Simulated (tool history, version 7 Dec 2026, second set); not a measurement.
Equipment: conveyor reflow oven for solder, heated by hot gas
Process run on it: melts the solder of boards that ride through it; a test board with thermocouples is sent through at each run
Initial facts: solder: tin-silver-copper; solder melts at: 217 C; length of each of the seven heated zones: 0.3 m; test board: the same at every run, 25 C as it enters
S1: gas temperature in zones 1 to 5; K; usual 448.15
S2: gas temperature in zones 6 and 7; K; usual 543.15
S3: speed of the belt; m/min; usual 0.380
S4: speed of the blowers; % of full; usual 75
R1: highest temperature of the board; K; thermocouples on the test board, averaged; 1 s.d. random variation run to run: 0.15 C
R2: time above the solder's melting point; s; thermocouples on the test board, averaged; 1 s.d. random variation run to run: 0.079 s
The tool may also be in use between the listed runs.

{"run": 1, "hour": 0.0, "S1": 448.15, "S2": 543.15, "S3": 0.38, "S4": 75, "R1": 530.85, "R2": 77.14}
{"run": 2, "hour": 10.5, "S1": 448.15, "S2": 543.15, "S3": 0.38, "S4": 85, "R1": 532.35, "R2": 78.38}
{"hour": 20.3, "done": "flux residue cleaned out of gas plates and filters"}
{"run": 3, "hour": 21.4, "S1": 448.15, "S2": 543.15, "S3": 0.38, "S4": 85, "R1": 532.55, "R2": 78.26}
{"run": 4, "hour": 27.6, "S1": 448.15, "S2": 543.15, "S3": 0.38, "S4": 75, "R1": 530.95, "R2": 77.04}
{"run": 5, "hour": 38.2, "S1": 448.15, "S2": 543.15, "S3": 0.38, "S4": 75, "R1": 530.95, "R2": 77.03}
{"run": 6, "hour": 42.9, "S1": 448.15, "S2": 543.15, "S3": 0.38, "S4": 75, "R1": 531.35, "R2": 76.88}
{"run": 7, "hour": 48.8, "S1": 448.15, "S2": 543.15, "S3": 0.38, "S4": 75, "R1": 531.05, "R2": 77.05}
{"run": 8, "hour": 55.4, "S1": 448.15, "S2": 543.15, "S3": 0.38, "S4": 75, "R1": 531.05, "R2": 77.02}
{"run": 9, "hour": 64.9, "S1": 448.15, "S2": 543.15, "S3": 0.38, "S4": 75, "R1": 531.05, "R2": 76.96}
{"run": 10, "hour": 76.1, "S1": 448.15, "S2": 538.15, "S3": 0.38, "S4": 78, "R1": 526.65, "R2": 74.23}
{"run": 11, "hour": 80.8, "S1": 435.15, "S2": 548.15, "S3": 0.342, "S4": 76, "R1": 537.25, "R2": 85.57}
{"run": 12, "hour": 85.7, "S1": 458.15, "S2": 543.15, "S3": 0.38, "S4": 75, "R1": 532.35, "R2": 82.46}
{"run": 13, "hour": 94.6, "S1": 460.15, "S2": 547.15, "S3": 0.38, "S4": 75, "R1": 536.15, "R2": 85.73}
{"run": 14, "hour": 103.4, "S1": 460.15, "S2": 547.15, "S3": 0.38, "S4": 75, "R1": 536.25, "R2": 85.67}

What does the tool deliver on the next run?
{"run": 15, "hour": 113.8, "S1": 460.15, "S2": 547.15, "S3": 0.38, "S4": 75, "R1": "?", "R2": "?"}

R1: 536.35 K
R2: 85.70 s
Minus the tool's unlogged condition, the same run would have read R1 536.35 K, R2 85.73 s.

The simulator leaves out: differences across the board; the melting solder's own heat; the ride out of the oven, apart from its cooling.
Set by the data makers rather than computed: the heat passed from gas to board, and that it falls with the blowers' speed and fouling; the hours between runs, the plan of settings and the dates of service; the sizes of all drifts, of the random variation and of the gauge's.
